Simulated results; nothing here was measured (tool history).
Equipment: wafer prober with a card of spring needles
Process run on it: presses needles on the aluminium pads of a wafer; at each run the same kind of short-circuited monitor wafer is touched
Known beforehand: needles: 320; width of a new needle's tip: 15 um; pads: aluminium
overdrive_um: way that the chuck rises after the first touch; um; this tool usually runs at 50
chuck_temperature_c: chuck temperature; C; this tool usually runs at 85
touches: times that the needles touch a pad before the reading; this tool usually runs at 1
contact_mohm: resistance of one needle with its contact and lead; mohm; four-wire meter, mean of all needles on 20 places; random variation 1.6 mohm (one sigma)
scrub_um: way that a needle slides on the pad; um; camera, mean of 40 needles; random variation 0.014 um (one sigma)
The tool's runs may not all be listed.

run 1 hour=0 | overdrive_um=50 chuck_temperature_c=85 touches=1 | contact_mohm=193 scrub_um=13.02
-- hour=4.5 tips cleaned on abrasive film
-- hour=11.6 tips cleaned on abrasive film
run 2 hour=13 | overdrive_um=60 chuck_temperature_c=85 touches=1 | contact_mohm=167 scrub_um=15.64
-- hour=18.4 tips cleaned on abrasive film
run 3 hour=20.6 | overdrive_um=59 chuck_temperature_c=85 touches=1 | contact_mohm=173 scrub_um=15.37
-- hour=25.9 tips cleaned on abrasive film
-- hour=32.8 tips cleaned on abrasive film
run 4 hour=35.2 | overdrive_um=59 chuck_temperature_c=85 touches=1 | contact_mohm=170 scrub_um=15.31
-- hour=40.3 tips cleaned on abrasive film
-- hour=47.5 tips cleaned on abrasive film
run 5 hour=49 | overdrive_um=59 chuck_temperature_c=85 touches=1 | contact_mohm=171 scrub_um=15.3
-- hour=54.4 tips cleaned on abrasive film
run 6 hour=59.5 | overdrive_um=50 chuck_temperature_c=85 touches=1 | contact_mohm=202 scrub_um=12.94
-- hour=61.3 tips cleaned on abrasive film
-- hour=68.6 tips cleaned on abrasive film
run 7 hour=69.9 | overdrive_um=50 chuck_temperature_c=85 touches=1 | contact_mohm=176 scrub_um=12.91
-- hour=75.5 tips cleaned on abrasive film
run 8 hour=76.6 | overdrive_um=50 chuck_temperature_c=85 touches=1 | contact_mohm=172 scrub_um=12.92
-- hour=83.3 tips cleaned on abrasive film
run 9 hour=89.9 | overdrive_um=50 chuck_temperature_c=85 touches=1 | contact_mohm=214 scrub_um=12.88
-- hour=90.9 tips cleaned on abrasive film
-- hour=97.8 tips cleaned on abrasive film
run 10 hour=101.3 | overdrive_um=50 chuck_temperature_c=85 touches=1 | contact_mohm=198 scrub_um=12.85
-- hour=104.9 tips cleaned on abrasive film
-- hour=112.3 tips cleaned on abrasive film
run 11 hour=113.8 | overdrive_um=39 chuck_temperature_c=85 touches=1 | contact_mohm=196 scrub_um=9.96
-- hour=120 tips cleaned on abrasive film
-- hour=120.3 height of the first contact set anew
run 12 hour=122.4 | overdrive_um=39 chuck_temperature_c=85 touches=1 | contact_mohm=203 scrub_um=10.18
-- hour=127.4 tips cleaned on abrasive film
-- hour=134.4 tips cleaned on abrasive film
run 13 hour=135.1 | overdrive_um=39 chuck_temperature_c=85 touches=1 | contact_mohm=170 scrub_um=10.17
-- hour=141.3 tips cleaned on abrasive film
run 14 hour=147.6 | overdrive_um=50 chuck_temperature_c=85 touches=1 | contact_mohm=210 scrub_um=13.02
-- hour=148.4 tips cleaned on abrasive film
-- hour=155.6 tips cleaned on abrasive film
run 15 hour=157.6 | overdrive_um=49 chuck_temperature_c=85 touches=1 | contact_mohm=188 scrub_um=12.72
-- hour=162.4 tips cleaned on abrasive film
-- hour=170 tips cleaned on abrasive film
run 16 hour=170 | overdrive_um=60 chuck_temperature_c=101 touches=1 | contact_mohm=154 scrub_um=15.59
-- hour=176.8 tips cleaned on abrasive film
run 17 hour=183.2 | overdrive_um=31 chuck_temperature_c=97 touches=2 | contact_mohm=246 scrub_um=7.97
-- hour=184.4 tips cleaned on abrasive film
-- hour=191.2 tips cleaned on abrasive film
run 18 hour=192 | overdrive_um=31 chuck_temperature_c=93 touches=2 | contact_mohm=176 scrub_um=7.97
-- hour=198.4 tips cleaned on abrasive film
-- hour=205.4 tips cleaned on abrasive film
run 19 hour=205.9 | overdrive_um=31 chuck_temperature_c=93 touches=2 | contact_mohm=174 scrub_um=7.93
-- hour=212.4 tips cleaned on abrasive film
run 20 hour=214.4 | overdrive_um=41 chuck_temperature_c=85 touches=1 | contact_mohm=195 scrub_um=10.57
-- hour=219.2 tips cleaned on abrasive film
run 21 hour=223.5 | overdrive_um=37 chuck_temperature_c=77 touches=1 | contact_mohm=243 scrub_um=9.47
-- hour=226.1 tips cleaned on abrasive film
-- hour=233.3 tips cleaned on abrasive film
run 22 hour=234 | overdrive_um=39 chuck_temperature_c=42 touches=1 | contact_mohm=173 scrub_um=9.98
-- hour=240.8 tips cleaned on abrasive film
run 23 hour=245.3 | overdrive_um=31 chuck_temperature_c=60 touches=1 | contact_mohm=285 scrub_um=7.87
-- hour=248.7 tips cleaned on abrasive film
run 24 hour=251.4 | overdrive_um=31 chuck_temperature_c=60 touches=1 | contact_mohm=248 scrub_um=7.85
-- hour=253.1 height of the first contact set anew
-- hour=256.8 tips cleaned on abrasive film
run 25 hour=260.3 | overdrive_um=31 chuck_temperature_c=60 touches=1 | contact_mohm=252 scrub_um=8.06
-- hour=264 tips cleaned on abrasive film
-- hour=270.7 tips cleaned on abrasive film
run 26 hour=270.7 | overdrive_um=67 chuck_temperature_c=85 touches=1 | contact_mohm=151 scrub_um=17.44
-- hour=278.1 tips cleaned on abrasive film
run 27 hour=278.1 | overdrive_um=47 chuck_temperature_c=47 touches=2 | contact_mohm=149 scrub_um=12.22

5 ways to go on from here, each from the tool as it stands after run 27. What would each give?
-- hour=285 tips cleaned on abrasive film
run A hour=287 | overdrive_um=55 chuck_temperature_c=47 touches=2 | contact_mohm=? scrub_um=?
-- hour=285 tips cleaned on abrasive film
run B hour=287 | overdrive_um=41 chuck_temperature_c=81 touches=2 | contact_mohm=? scrub_um=?
-- hour=285 tips cleaned on abrasive film
run C hour=287 | overdrive_um=50 chuck_temperature_c=66 touches=1 | contact_mohm=? scrub_um=?
-- hour=285 tips cleaned on abrasive film
run D hour=287 | overdrive_um=50 chuck_temperature_c=85 touches=2 | contact_mohm=? scrub_um=?
-- hour=285 tips cleaned on abrasive film
run E hour=287 | overdrive_um=52 chuck_temperature_c=47 touches=2 | contact_mohm=? scrub_um=?

run=A contact_mohm=156 scrub_um=14.29
run=B contact_mohm=171 scrub_um=10.64
run=C contact_mohm=175 scrub_um=13
run=D contact_mohm=164 scrub_um=13.01
run=E contact_mohm=164 scrub_um=13.49
With no hidden state in the tool, these same runs would have given:
run=A contact_mohm=140 scrub_um=14.36
run=B contact_mohm=147 scrub_um=10.71
run=C contact_mohm=146 scrub_um=13.07
run=D contact_mohm=147 scrub_um=13.08
run=E contact_mohm=146 scrub_um=13.56

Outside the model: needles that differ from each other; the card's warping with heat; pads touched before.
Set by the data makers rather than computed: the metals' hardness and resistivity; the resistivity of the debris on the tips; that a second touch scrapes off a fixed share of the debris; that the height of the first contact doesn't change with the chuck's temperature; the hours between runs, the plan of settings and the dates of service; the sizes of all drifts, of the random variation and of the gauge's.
